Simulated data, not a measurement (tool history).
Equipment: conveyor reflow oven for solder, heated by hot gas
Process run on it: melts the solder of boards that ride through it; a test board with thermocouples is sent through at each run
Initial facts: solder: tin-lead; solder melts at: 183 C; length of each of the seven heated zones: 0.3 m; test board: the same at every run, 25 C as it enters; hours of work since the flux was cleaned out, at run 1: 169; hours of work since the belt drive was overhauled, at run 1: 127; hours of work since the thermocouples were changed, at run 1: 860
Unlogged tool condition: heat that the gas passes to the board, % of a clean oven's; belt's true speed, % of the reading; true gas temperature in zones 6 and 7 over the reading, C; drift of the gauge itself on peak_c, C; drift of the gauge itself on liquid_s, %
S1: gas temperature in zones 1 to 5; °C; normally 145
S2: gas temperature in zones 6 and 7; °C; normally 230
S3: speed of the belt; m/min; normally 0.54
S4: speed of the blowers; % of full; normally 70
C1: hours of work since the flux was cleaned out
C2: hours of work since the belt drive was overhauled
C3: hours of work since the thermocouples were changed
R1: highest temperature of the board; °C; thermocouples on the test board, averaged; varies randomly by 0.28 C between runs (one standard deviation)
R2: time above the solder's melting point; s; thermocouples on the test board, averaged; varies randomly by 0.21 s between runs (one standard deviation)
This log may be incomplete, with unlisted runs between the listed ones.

Run 1, day 0: usual settings; C1 169; C2 127; C3 860. Result: R1 209.3 °C, R2 45.4 s.
Run 2, day 2.417: usual settings; C1 195; C2 153; C3 886. Result: R1 209.3 °C, R2 45 s.
At day 2.758: thermocouples of zones 6 and 7 changed.
At day 4.367: flux residue cleaned out of gas plates and filters.
Run 3, day 4.508: usual settings; C1 2; C2 172; C3 17. Result: R1 212.7 °C, R2 48.7 s.
Run 4, day 8.046: usual settings but S1 159 °C; C1 40; C2 211; C3 55. Result: R1 215.3 °C, R2 56.2 s.
Run 5, day 11.842: usual settings; C1 80; C2 251; C3 95. Result: R1 212 °C, R2 48.1 s.
Run 6, day 13.433: usual settings but S1 156 °C; C1 98; C2 268; C3 113. Result: R1 213.8 °C, R2 54.1 s.
Run 7, day 15.808: usual settings but S2 232 °C; C1 123; C2 294; C3 138. Result: R1 213.2 °C, R2 49 s.
Run 8, day 18.429: usual settings but S3 0.645 m/min; C1 151; C2 322; C3 166. Result: R1 205.5 °C, R2 33.4 s.
Run 9, day 21.225: usual settings but S3 0.645 m/min; C1 181; C2 352; C3 196. Result: R1 204.4 °C, R2 33.3 s.
Run 10, day 22.95: usual settings but S3 0.645 m/min, S4 76 % of full; C1 200; C2 371; C3 215. Result: R1 206 °C, R2 35.2 s.
At day 24.346: flux residue cleaned out of gas plates and filters.
Run 11, day 24.9: usual settings but S3 0.645 m/min, S4 76 % of full; C1 6; C2 390; C3 234. Result: R1 208.8 °C, R2 36.6 s.
Run 12, day 27.95: usual settings; C1 39; C2 422; C3 266. Result: R1 212.3 °C, R2 48.4 s.
Run 13, day 31.542: usual settings; C1 77; C2 461; C3 305. Result: R1 211.7 °C, R2 48.2 s.
Run 14, day 33.767: usual settings; C1 101; C2 485; C3 329. Result: R1 211.4 °C, R2 47.7 s.
Run 15, day 35.612: usual settings; C1 121; C2 505; C3 349. Result: R1 211.2 °C, R2 47.3 s.
Run 16, day 37.954: usual settings; C1 146; C2 530; C3 374. Result: R1 210.6 °C, R2 47.6 s.
Run 17, day 39.829: usual settings but S1 131 °C, S2 220 °C; C1 167; C2 550; C3 394. Result: R1 198.7 °C, R2 30.9 s.
Run 18, day 43.275: usual settings but S1 153 °C, S2 227 °C, S3 0.431 m/min; C1 204; C2 587; C3 431. Result: R1 215.8 °C, R2 69.3 s.
At day 44.121: flux residue cleaned out of gas plates and filters.
Run 19, day 47.396: usual settings but S1 153 °C, S2 227 °C, S3 0.442 m/min, S4 77 % of full; C1 35; C2 629; C3 473. Result: R1 217 °C, R2 69 s.
Run 20, day 49.008: usual settings but S2 236 °C, S4 86 % of full; C1 53; C2 647; C3 491. Result: R1 220.5 °C, R2 55.2 s.
Run 21, day 50.662: usual settings but S2 243 °C, S3 0.644 m/min; C1 70; C2 664; C3 509. Result: R1 215.8 °C, R2 41.9 s.
Run 22, day 52.925: usual settings but S2 243 °C, S3 0.644 m/min; C1 95; C2 689; C3 533. Result: R1 215.9 °C, R2 41.9 s.
Run 23, day 55.6: usual settings but S1 157 °C, S3 0.436 m/min, S4 89 % of full; C1 123; C2 718; C3 562. Result: R1 221.1 °C, R2 75.3 s.
Run 24, day 58.208: usual settings but S1 139 °C, S2 244 °C; C1 152; C2 746; C3 590. Result: R1 221.5 °C, R2 52.9 s.
Run 25, day 60.958: usual settings but S1 139 °C, S2 244 °C; C1 181; C2 775; C3 619. Result: R1 220.8 °C, R2 52.5 s.
At day 63.975: flux residue cleaned out of gas plates and filters.
Run 26, day 64.729: usual settings but S1 132 °C, S2 227 °C, S3 0.436 m/min, S4 86 % of full; C1 8; C2 813; C3 658. Result: R1 215.9 °C, R2 61.7 s.
Run 27, day 68.608: usual settings but S2 242 °C, S3 0.623 m/min, S4 89 % of full; C1 50; C2 855; C3 699. Result: R1 221.1 °C, R2 48 s.
Run 28, day 71.188: usual settings but S2 222 °C, S3 0.522 m/min, S4 56 % of full; C1 78; C2 883; C3 727. Result: R1 200.7 °C, R2 38.1 s.
Run 29, day 75.129: usual settings but S2 222 °C, S3 0.522 m/min, S4 56 % of full; C1 120; C2 925; C3 770. Result: R1 201 °C, R2 37 s.
Run 30, day 78.354: usual settings but S2 241 °C, S3 0.566 m/min, S4 71 % of full; C1 155; C2 960; C3 804. Result: R1 218 °C, R2 50.3 s.
Run 31, day 80.908: usual settings but S1 131 °C, S2 220 °C, S3 0.631 m/min, S4 83 % of full; C1 182; C2 988; C3 832. Result: R1 196.7 °C, R2 23.3 s.

Consider 3 possible next runs. They are alternatives, not a sequence: every one starts from the tool as it was left by run 31. What does each give?
Run A, day 83.212: usual settings but S1 151 °C, S2 219 °C, S3 0.631 m/min, S4 83 % of full; C1 207; C2 1012; C3 856. Result: R1 ?, R2 ?.
Run B, day 83.212: usual settings but S1 131 °C, S2 229 °C, S3 0.631 m/min, S4 83 % of full; C1 207; C2 1012; C3 856. Result: R1 ?, R2 ?.
Run C, day 83.212: usual settings but S1 148 °C, S2 228 °C, S3 0.631 m/min, S4 83 % of full; C1 207; C2 1012; C3 856. Result: R1 ?, R2 ?.

run     R1    R2
  A  199.9    33
  B  203.7  30.6
  C  206.5  38.3
With no hidden state in the tool, these same runs would have given:
run     R1    R2
  A  203.7  36.9
  B  208.2  34.3
  C  210.6  41.3

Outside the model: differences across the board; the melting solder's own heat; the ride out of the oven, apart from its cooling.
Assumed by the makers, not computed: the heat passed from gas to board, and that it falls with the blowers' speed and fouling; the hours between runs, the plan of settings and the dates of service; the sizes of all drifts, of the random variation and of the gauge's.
